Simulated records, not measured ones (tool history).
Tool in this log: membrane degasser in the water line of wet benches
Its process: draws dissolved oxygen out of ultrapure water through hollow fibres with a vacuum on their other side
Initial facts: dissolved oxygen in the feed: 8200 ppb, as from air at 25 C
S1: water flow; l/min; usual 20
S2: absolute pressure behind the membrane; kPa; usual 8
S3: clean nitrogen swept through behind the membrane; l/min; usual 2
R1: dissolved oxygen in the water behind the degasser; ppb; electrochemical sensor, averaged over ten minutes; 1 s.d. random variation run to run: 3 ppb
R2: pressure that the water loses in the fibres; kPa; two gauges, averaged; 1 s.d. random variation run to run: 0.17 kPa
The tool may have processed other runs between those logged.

run      day  S1     S2    S3     R1     R2
  1        0  20      8     2  310.5  25.99
  2    4.608  20  18.95     2  544.8  26.49
  3    9.512  20  18.95     2  545.6  26.45
  4   12.567  20      8  1.33  366.9  26.13
  5   16.479  20      8  1.33  363.9  26.25
      20.483  -- vacuum gauge calibrated
  6   20.771  20      8  1.33  369.9  25.95
  7   23.654  12      8     2  117.3   16.1
  8   26.525  20      8  1.18  381.3  26.42
  9     32.2  15      8  1.18  232.2  19.85
 10   37.975  15      8  1.18  235.5  19.73
 11   42.488  20  10.43     2  371.3  26.54
 12   47.292  20  10.43     2  363.4  26.69
 13   50.938  20      8     2  316.2   26.5
 14   56.754  20      8     2  320.1  26.34
 15    62.45  20      8     2  318.5   26.2
 16   67.167  20      8  1.73  337.8  26.54
 17   70.067  20      8  1.73  340.3  26.59
 18   73.933  20      8  1.73  336.2  26.53
 19     76.8  20      8  1.73  336.3  26.48
 20   79.725  20      8  3.64  268.5  26.58
 21   83.821  20      8  3.64    273  26.48
 22   89.104  12   8.26  1.08  184.1  15.99
 23   92.492  13   7.56  1.08  188.1  17.31
 24   95.258  23      8  1.25  486.7  30.83
 25  100.888  23      8  1.25  480.5  30.84
 26  103.771  20   6.96  5.96  246.1  26.62
 27  109.579  20   6.96  5.96  244.4  26.46
 28  112.988  13      8     2  140.7  17.43
 29  119.238  20   8.14     2  333.5   26.8
 30  123.838  20   8.14     2  326.9  26.59
 31  128.533  21      8     2  360.5  27.87
 32  133.525  12   5.59   1.7   95.5  15.92

Branching from run 32: 3 alternative next runs. What would each branch give?
  A  136.908  20  19.12     2   ?   ?
  B  136.908  14   5.59   1.7   ?   ?
  C  136.908  19   6.91  2.01   ?   ?

run     R1     R2
  A  562.8  27.14
  B  131.6  18.49
  C  277.5  25.52
Had the tool no hidden state, the same runs would have come out as:
run     R1     R2
  A  529.7  26.09
  B  115.5  17.76
  C  248.1  24.53
